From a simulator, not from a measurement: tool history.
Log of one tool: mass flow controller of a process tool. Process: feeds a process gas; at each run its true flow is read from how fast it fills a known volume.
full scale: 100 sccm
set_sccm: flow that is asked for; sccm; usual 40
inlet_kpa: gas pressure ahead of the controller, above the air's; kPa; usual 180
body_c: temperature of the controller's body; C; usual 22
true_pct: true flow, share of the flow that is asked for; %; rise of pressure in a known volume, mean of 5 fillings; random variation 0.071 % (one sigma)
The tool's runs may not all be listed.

run,hour,set_sccm,inlet_kpa,body_c,true_pct
1,0,40,180,22,99.82
2,299.3,40,180,22,99.64
3,448,40,180,22,99.8
4,746.5,40,180,22,99.73
5,1089.4,40,180,22,99.75
6,1273.6,40,180,22,99.69
7,1545.1,40,180,22,99.79
8,1765.4,40,180,22,99.7
9,1980.4,20,180,22,99.64
10,2301.6,40,180,28,99.99
11,2446,40,180,28,100
12,2609,40,180,28,100.02
13,2932.8,40,180,28,99.92
14,3098.3,40,180,28,99.95
15,3416.6,40,180,28,99.9
16,3693,40,230,22,99.38
17,3994.7,40,230,22,99.37
18,4225.2,18,144,22,99.94
19,4507.1,35,211,25,99.66
20,4708,35,211,25,99.75
21,4947.4,35,211,25,99.46
22,5293,35,211,25,99.54
23,5481.4,35,211,25,99.6
24,5792.3,43,180,22,99.6
25,5995.6,43,180,22,99.82
26,6176.4,31,180,29,100.04
27,6406,31,180,29,99.99
28,6731.4,40,180,29,99.91
29,6972.8,33,234,29,99.52
30,7300,60,231,22,99.6
31,7621.4,40,262,22,99.29

Not shown: 1 entry that the log had between the listed runs. Between which runs, and how does the tool's hidden state differ before and after?
Between runs 13 and 14: controller exchanged for a calibrated one (hour 3098.3)
  flow at rest that the sensor doesn't see, % of full scale: 0.002 -> 0; true flow over the shown one, %: 0.01 -> 0
